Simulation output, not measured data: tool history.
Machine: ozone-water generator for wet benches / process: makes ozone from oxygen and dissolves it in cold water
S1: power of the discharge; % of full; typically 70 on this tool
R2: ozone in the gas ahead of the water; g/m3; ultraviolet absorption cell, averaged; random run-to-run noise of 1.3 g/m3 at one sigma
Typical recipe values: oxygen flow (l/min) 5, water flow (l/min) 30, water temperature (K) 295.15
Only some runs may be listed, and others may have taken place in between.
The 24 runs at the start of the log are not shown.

Run 25, day 32.162: usual settings but S1 78 % of full, oxygen flow (l/min) 4.2, water flow (l/min) 25, water temperature (K) 290.15. Result: dissolved ozone (ppm) 23.2, R2 276.8 g/m3.
Run 26, day 33.604: usual settings but oxygen flow (l/min) 2.51. Result: dissolved ozone (ppm) 16, R2 338.1 g/m3.
Run 27, day 35.042: usual settings but oxygen flow (l/min) 2.99, water flow (l/min) 41. Result: dissolved ozone (ppm) 11.8, R2 303.3 g/m3.
Run 28, day 35.812: usual settings but oxygen flow (l/min) 2.99, water flow (l/min) 41. Result: dissolved ozone (ppm) 12, R2 304.7 g/m3.
Run 29, day 37.362: usual settings but S1 68 % of full, oxygen flow (l/min) 2.99, water flow (l/min) 41, water temperature (K) 297.15. Result: dissolved ozone (ppm) 11.7, R2 297.7 g/m3.
Run 30, day 38.742: usual settings but S1 85 % of full, oxygen flow (l/min) 2.99, water flow (l/min) 21, water temperature (K) 290.15. Result: dissolved ozone (ppm) 28.9, R2 364 g/m3.
Run 31, day 39.479: usual settings but S1 72 % of full, oxygen flow (l/min) 4.65. Result: dissolved ozone (ppm) 17.6, R2 239.9 g/m3.
Run 32, day 41.096: usual settings but S1 72 % of full, oxygen flow (l/min) 4.65. Result: dissolved ozone (ppm) 17.6, R2 240.8 g/m3.

Predict each of these 5 candidate next runs independently; none follows another, all start after run 32:
Run A, day 42.833: usual settings but S1 72 % of full, oxygen flow (l/min) 3.7. Result: dissolved ozone (ppm) ?, R2 ?.
Run B, day 42.833: usual settings but S1 65 % of full, water flow (l/min) 24, water temperature (K) 296.15. Result: dissolved ozone (ppm) ?, R2 ?.
Run C, day 42.833: usual settings but water flow (l/min) 21. Result: dissolved ozone (ppm) ?, R2 ?.
Run D, day 42.833: usual settings but water flow (l/min) 26. Result: dissolved ozone (ppm) ?, R2 ?.
Run E, day 42.833: usual settings but S1 56 % of full, oxygen flow (l/min) 2.86, water temperature (K) 289.15. Result: dissolved ozone (ppm) ?, R2 ?.

run  dissolved ozone (ppm)     R2
  A                   17.3  272.7
  B                   19.2  210.3
  C                   22.9  225.1
  D                   19.4  223.9
  E                   13.9  252.8
Had the tool no hidden state, the same runs would have come out as:
run  dissolved ozone (ppm)     R2
  A                   17.3  281.4
  B                   19.2    217
  C                   22.9  232.2
  D                   19.4  231.1
  E                   13.9  260.8
